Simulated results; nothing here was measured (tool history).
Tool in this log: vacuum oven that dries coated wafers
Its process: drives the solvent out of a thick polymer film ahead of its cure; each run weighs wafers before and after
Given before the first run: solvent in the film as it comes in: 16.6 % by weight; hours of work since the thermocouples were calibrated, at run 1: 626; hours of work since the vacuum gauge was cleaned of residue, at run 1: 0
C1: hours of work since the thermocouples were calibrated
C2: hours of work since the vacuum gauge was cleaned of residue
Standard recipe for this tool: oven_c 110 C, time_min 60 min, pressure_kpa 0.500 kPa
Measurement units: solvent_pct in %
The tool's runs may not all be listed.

{"run": 1, "hour": 0.0, "oven_c": 110, "time_min": 60, "pressure_kpa": 0.5, "C1": 626, "C2": 0, "solvent_pct": 1.42}
{"run": 2, "hour": 70.7, "oven_c": 114, "time_min": 60, "pressure_kpa": 0.5, "C1": 669, "C2": 43, "solvent_pct": 0.99}
{"run": 3, "hour": 117.1, "oven_c": 114, "time_min": 60, "pressure_kpa": 0.5, "C1": 698, "C2": 72, "solvent_pct": 0.96}
{"run": 4, "hour": 200.2, "oven_c": 114, "time_min": 60, "pressure_kpa": 0.5, "C1": 749, "C2": 123, "solvent_pct": 1.0}
{"run": 5, "hour": 267.5, "oven_c": 110, "time_min": 39, "pressure_kpa": 0.5, "C1": 790, "C2": 164, "solvent_pct": 2.97}
{"run": 6, "hour": 345.4, "oven_c": 110, "time_min": 81, "pressure_kpa": 0.5, "C1": 838, "C2": 212, "solvent_pct": 0.77}
{"run": 7, "hour": 431.7, "oven_c": 110, "time_min": 81, "pressure_kpa": 0.599, "C1": 891, "C2": 265, "solvent_pct": 0.87}
{"run": 8, "hour": 491.7, "oven_c": 110, "time_min": 81, "pressure_kpa": 0.599, "C1": 928, "C2": 302, "solvent_pct": 0.85}
{"run": 9, "hour": 546.5, "oven_c": 110, "time_min": 81, "pressure_kpa": 0.599, "C1": 962, "C2": 336, "solvent_pct": 0.81}
{"hour": 574.6, "done": "oven's thermocouples calibrated"}
{"run": 10, "hour": 601.3, "oven_c": 110, "time_min": 81, "pressure_kpa": 0.599, "C1": 16, "C2": 368, "solvent_pct": 0.81}
{"run": 11, "hour": 673.6, "oven_c": 110, "time_min": 81, "pressure_kpa": 0.599, "C1": 61, "C2": 412, "solvent_pct": 0.78}
{"run": 12, "hour": 723.4, "oven_c": 110, "time_min": 60, "pressure_kpa": 0.5, "C1": 91, "C2": 443, "solvent_pct": 1.36}
{"run": 13, "hour": 782.7, "oven_c": 110, "time_min": 60, "pressure_kpa": 0.5, "C1": 128, "C2": 479, "solvent_pct": 1.32}
{"run": 14, "hour": 859.7, "oven_c": 110, "time_min": 60, "pressure_kpa": 0.487, "C1": 175, "C2": 527, "solvent_pct": 1.36}
{"run": 15, "hour": 971.9, "oven_c": 110, "time_min": 74, "pressure_kpa": 0.5, "C1": 244, "C2": 596, "solvent_pct": 0.96}
{"run": 16, "hour": 1066.7, "oven_c": 110, "time_min": 60, "pressure_kpa": 0.468, "C1": 302, "C2": 654, "solvent_pct": 1.4}
{"run": 17, "hour": 1128.0, "oven_c": 110, "time_min": 60, "pressure_kpa": 0.468, "C1": 340, "C2": 692, "solvent_pct": 1.39}
{"hour": 1232.9, "done": "oven's thermocouples calibrated, once more"}
{"run": 18, "hour": 1242.3, "oven_c": 110, "time_min": 60, "pressure_kpa": 0.468, "C1": 6, "C2": 760, "solvent_pct": 1.59}
{"run": 19, "hour": 1298.3, "oven_c": 110, "time_min": 101, "pressure_kpa": 0.5, "C1": 40, "C2": 795, "solvent_pct": 0.64}
{"run": 20, "hour": 1400.3, "oven_c": 110, "time_min": 60, "pressure_kpa": 0.5, "C1": 103, "C2": 858, "solvent_pct": 1.64}
{"run": 21, "hour": 1474.3, "oven_c": 110, "time_min": 60, "pressure_kpa": 0.5, "C1": 148, "C2": 903, "solvent_pct": 1.59}
{"run": 22, "hour": 1553.8, "oven_c": 110, "time_min": 60, "pressure_kpa": 0.5, "C1": 197, "C2": 952, "solvent_pct": 1.59}
{"run": 23, "hour": 1665.2, "oven_c": 110, "time_min": 60, "pressure_kpa": 0.5, "C1": 265, "C2": 1020, "solvent_pct": 1.63}
{"run": 24, "hour": 1726.4, "oven_c": 110, "time_min": 60, "pressure_kpa": 0.5, "C1": 303, "C2": 1058, "solvent_pct": 1.63}
{"run": 25, "hour": 1818.8, "oven_c": 102, "time_min": 42, "pressure_kpa": 0.963, "C1": 360, "C2": 1115, "solvent_pct": 4.83}
{"run": 26, "hour": 1921.0, "oven_c": 102, "time_min": 46, "pressure_kpa": 0.363, "C1": 423, "C2": 1177, "solvent_pct": 3.98}
{"hour": 1928.4, "done": "vacuum gauge cleaned of residue and calibrated"}
{"run": 27, "hour": 1987.9, "oven_c": 110, "time_min": 91, "pressure_kpa": 0.771, "C1": 463, "C2": 37, "solvent_pct": 0.78}
{"run": 28, "hour": 2056.2, "oven_c": 116, "time_min": 62, "pressure_kpa": 1.425, "C1": 505, "C2": 78, "solvent_pct": 1.19}
{"run": 29, "hour": 2133.8, "oven_c": 112, "time_min": 55, "pressure_kpa": 0.353, "C1": 552, "C2": 126, "solvent_pct": 1.43}
{"run": 30, "hour": 2242.9, "oven_c": 105, "time_min": 46, "pressure_kpa": 0.5, "C1": 619, "C2": 193, "solvent_pct": 3.23}
{"run": 31, "hour": 2338.5, "oven_c": 105, "time_min": 46, "pressure_kpa": 0.5, "C1": 678, "C2": 252, "solvent_pct": 3.29}
{"run": 32, "hour": 2438.3, "oven_c": 105, "time_min": 46, "pressure_kpa": 0.5, "C1": 739, "C2": 313, "solvent_pct": 3.28}
{"run": 33, "hour": 2540.5, "oven_c": 107, "time_min": 46, "pressure_kpa": 0.494, "C1": 802, "C2": 376, "solvent_pct": 2.88}
{"run": 34, "hour": 2620.0, "oven_c": 111, "time_min": 46, "pressure_kpa": 0.5, "C1": 851, "C2": 425, "solvent_pct": 2.18}
{"run": 35, "hour": 2705.5, "oven_c": 111, "time_min": 46, "pressure_kpa": 0.5, "C1": 903, "C2": 477, "solvent_pct": 2.19}
{"run": 36, "hour": 2755.0, "oven_c": 111, "time_min": 60, "pressure_kpa": 0.488, "C1": 934, "C2": 508, "solvent_pct": 1.34}
{"hour": 2828.6, "done": "oven's thermocouples calibrated"}
{"run": 37, "hour": 2853.5, "oven_c": 111, "time_min": 60, "pressure_kpa": 0.488, "C1": 15, "C2": 567, "solvent_pct": 1.56}
{"run": 38, "hour": 2962.7, "oven_c": 112, "time_min": 51, "pressure_kpa": 1.158, "C1": 82, "C2": 634, "solvent_pct": 2.28}
{"run": 39, "hour": 3069.2, "oven_c": 110, "time_min": 90, "pressure_kpa": 0.5, "C1": 148, "C2": 699, "solvent_pct": 0.82}
{"run": 40, "hour": 3147.0, "oven_c": 110, "time_min": 90, "pressure_kpa": 0.5, "C1": 196, "C2": 747, "solvent_pct": 0.79}
{"run": 41, "hour": 3253.7, "oven_c": 110, "time_min": 90, "pressure_kpa": 0.5, "C1": 261, "C2": 813, "solvent_pct": 0.79}
{"run": 42, "hour": 3331.6, "oven_c": 109, "time_min": 91, "pressure_kpa": 0.294, "C1": 309, "C2": 860, "solvent_pct": 0.77}
{"run": 43, "hour": 3389.1, "oven_c": 100, "time_min": 60, "pressure_kpa": 0.345, "C1": 344, "C2": 896, "solvent_pct": 3.37}
{"run": 44, "hour": 3458.4, "oven_c": 95, "time_min": 60, "pressure_kpa": 1.733, "C1": 387, "C2": 938, "solvent_pct": 5.58}
{"run": 45, "hour": 3514.9, "oven_c": 103, "time_min": 60, "pressure_kpa": 0.5, "C1": 421, "C2": 973, "solvent_pct": 2.87}
{"run": 46, "hour": 3581.1, "oven_c": 110, "time_min": 35, "pressure_kpa": 0.343, "C1": 462, "C2": 1014, "solvent_pct": 3.68}
{"run": 47, "hour": 3633.1, "oven_c": 110, "time_min": 35, "pressure_kpa": 0.343, "C1": 494, "C2": 1046, "solvent_pct": 3.71}

4 options for the next run, each taken on its own from the tool as it stands now. Forecast them:
{"run": "A", "hour": 3682.2, "oven_c": 110, "time_min": 35, "pressure_kpa": 1.414, "C1": 524, "C2": 1076, "solvent_pct": "?"}
{"run": "B", "hour": 3682.2, "oven_c": 110, "time_min": 57, "pressure_kpa": 1.31, "C1": 524, "C2": 1076, "solvent_pct": "?"}
{"run": "C", "hour": 3682.2, "oven_c": 96, "time_min": 64, "pressure_kpa": 1.098, "C1": 524, "C2": 1076, "solvent_pct": "?"}
{"run": "D", "hour": 3682.2, "oven_c": 110, "time_min": 35, "pressure_kpa": 0.277, "C1": 524, "C2": 1076, "solvent_pct": "?"}

run=A solvent_pct=4.18
run=B solvent_pct=2.37
run=C solvent_pct=4.55
run=D solvent_pct=3.63
The same runs, with their run-to-run variation unchanged, on a tool lacking any hidden condition would have given:
run=A solvent_pct=4.05
run=B solvent_pct=2.22
run=C solvent_pct=4.34
run=D solvent_pct=3.51
